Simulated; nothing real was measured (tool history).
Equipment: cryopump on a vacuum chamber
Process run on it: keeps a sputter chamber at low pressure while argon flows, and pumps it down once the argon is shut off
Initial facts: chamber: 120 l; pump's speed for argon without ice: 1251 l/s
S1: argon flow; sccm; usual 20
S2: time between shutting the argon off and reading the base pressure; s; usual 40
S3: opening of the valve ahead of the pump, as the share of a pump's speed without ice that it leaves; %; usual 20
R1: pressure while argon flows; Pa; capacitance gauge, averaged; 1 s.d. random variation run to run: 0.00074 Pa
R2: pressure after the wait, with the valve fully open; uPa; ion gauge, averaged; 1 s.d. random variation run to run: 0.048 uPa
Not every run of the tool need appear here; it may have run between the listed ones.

run	hour	S1	S2	S3	R1	R2
1	0	20	40	20	0.1375	3.33
2	12	20	40	57	0.0506	3.3
3	28.4	20	40	20	0.1376	3.29
4	38.7	20	40	20	0.1379	3.28
5	57.8	20	40	20	0.1386	3.48
6	73.9	20	40	39	0.0716	3.35
7	94.1	20	40	20	0.1381	3.39
8	104.6	20	40	20	0.1366	3.38
9	115.4	20	40	20	0.1362	3.32
10	133.9	35	40	20	0.2424	3.41
11	144.4	35	40	20	0.2407	3.49
12	154.5	35	40	42	0.1175	3.56
13	170	20	40	51	0.0559	3.48
14	185.9	20	40	51	0.055	3.47
15	200.6	20	157	20	0.1369	1.44
16	213.1	20	157	20	0.137	1.53
17	224.2	20	40	20	0.1382	3.55
18	234	20	40	18	0.1538	3.55
19	242.7	20	40	18	0.1525	3.54
20	252.1	20	40	18	0.1531	3.55
21	261.2	20	141	18	0.1523	1.56
22	274.2	20	141	17	0.1611	1.61
23	288.1	11	229	20	0.0757	1.32
24	301.6	11	229	20	0.0767	1.28
25	311.2	30	229	44	0.097	1.3
26	331.4	30	229	44	0.097	1.33
27	349	30	229	44	0.0961	1.33
28	357.5	18	73	59	0.0443	2.36
29	375.4	23	168	17	0.1856	1.54
30	392.7	12	40	20	0.0836	3.52
31	402.8	20	40	21	0.133	3.55
32	416.7	11	43	53	0.0293	3.44
33	434.2	11	43	53	0.0296	3.41
34	445	10	33	28	0.0504	4.17
35	457.7	15	106	39	0.0541	2.06

Alternative continuations, all from the tool just after run 35; predict every row:
A	471.3	14	40	20	?	?
B	471.3	15	106	15	?	?
C	471.3	12	152	27	?	?

run	R1	R2
A	0.0972	3.67
B	0.1378	2.03
C	0.062	1.75
Without the tool's hidden state the same runs would have given:
run	R1	R2
A	0.0946	2.92
B	0.135	1.28
C	0.0598	0.98

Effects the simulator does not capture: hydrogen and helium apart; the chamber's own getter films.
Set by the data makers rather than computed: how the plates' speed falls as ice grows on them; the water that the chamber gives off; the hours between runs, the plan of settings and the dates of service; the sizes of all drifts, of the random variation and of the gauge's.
